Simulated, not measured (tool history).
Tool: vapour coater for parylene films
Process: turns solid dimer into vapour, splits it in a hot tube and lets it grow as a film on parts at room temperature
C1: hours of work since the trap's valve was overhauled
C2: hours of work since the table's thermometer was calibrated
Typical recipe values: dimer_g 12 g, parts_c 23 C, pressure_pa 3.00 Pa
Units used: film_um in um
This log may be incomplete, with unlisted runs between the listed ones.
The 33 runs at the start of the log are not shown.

run 34 day=63.454 | dimer_g=12 parts_c=26 pressure_pa=3.00 | C1=322 C2=279 | film_um=4.27
run 35 day=66.258 | dimer_g=21 parts_c=30 pressure_pa=11.97 | C1=359 C2=316 | film_um=4.84
run 36 day=68.192 | dimer_g=9 parts_c=30 pressure_pa=5.47 | C1=385 C2=341 | film_um=2.41
-- day=69.167 trap's valve overhauled
run 37 day=69.688 | dimer_g=12 parts_c=27 pressure_pa=9.01 | C1=7 C2=359 | film_um=3.77
run 38 day=71.054 | dimer_g=12 parts_c=27 pressure_pa=9.01 | C1=25 C2=377 | film_um=3.69
run 39 day=73.546 | dimer_g=12 parts_c=16 pressure_pa=3.00 | C1=58 C2=410 | film_um=7.00
run 40 day=75.308 | dimer_g=7 parts_c=34 pressure_pa=3.00 | C1=81 C2=433 | film_um=2.10
run 41 day=78.104 | dimer_g=15 parts_c=24 pressure_pa=4.60 | C1=118 C2=470 | film_um=5.81
run 42 day=80.679 | dimer_g=19 parts_c=23 pressure_pa=5.52 | C1=152 C2=504 | film_um=7.25
run 43 day=83.275 | dimer_g=19 parts_c=23 pressure_pa=5.52 | C1=186 C2=538 | film_um=7.15
run 44 day=85.996 | dimer_g=6 parts_c=23 pressure_pa=3.01 | C1=222 C2=574 | film_um=2.55
run 45 day=87.554 | dimer_g=17 parts_c=24 pressure_pa=3.00 | C1=243 C2=595 | film_um=6.93
run 46 day=89.292 | dimer_g=17 parts_c=27 pressure_pa=3.00 | C1=266 C2=618 | film_um=6.21
run 47 day=91.383 | dimer_g=17 parts_c=27 pressure_pa=3.00 | C1=293 C2=645 | film_um=6.16

Each row is a separate what-if for the run after 47, all from the same tool condition, not one after another. Results?
run A day=94.212 | dimer_g=17 parts_c=24 pressure_pa=3.53 | C1=331 C2=683 | film_um=?
run B day=94.212 | dimer_g=12 parts_c=20 pressure_pa=3.37 | C1=331 C2=683 | film_um=?
run C day=94.212 | dimer_g=5 parts_c=33 pressure_pa=10.36 | C1=331 C2=683 | film_um=?

run=A film_um=6.54
run=B film_um=5.38
run=C film_um=1.10
Had the tool no hidden state, the same runs would have come out as:
run=A film_um=7.13
run=B film_um=5.88
run=C film_um=1.20
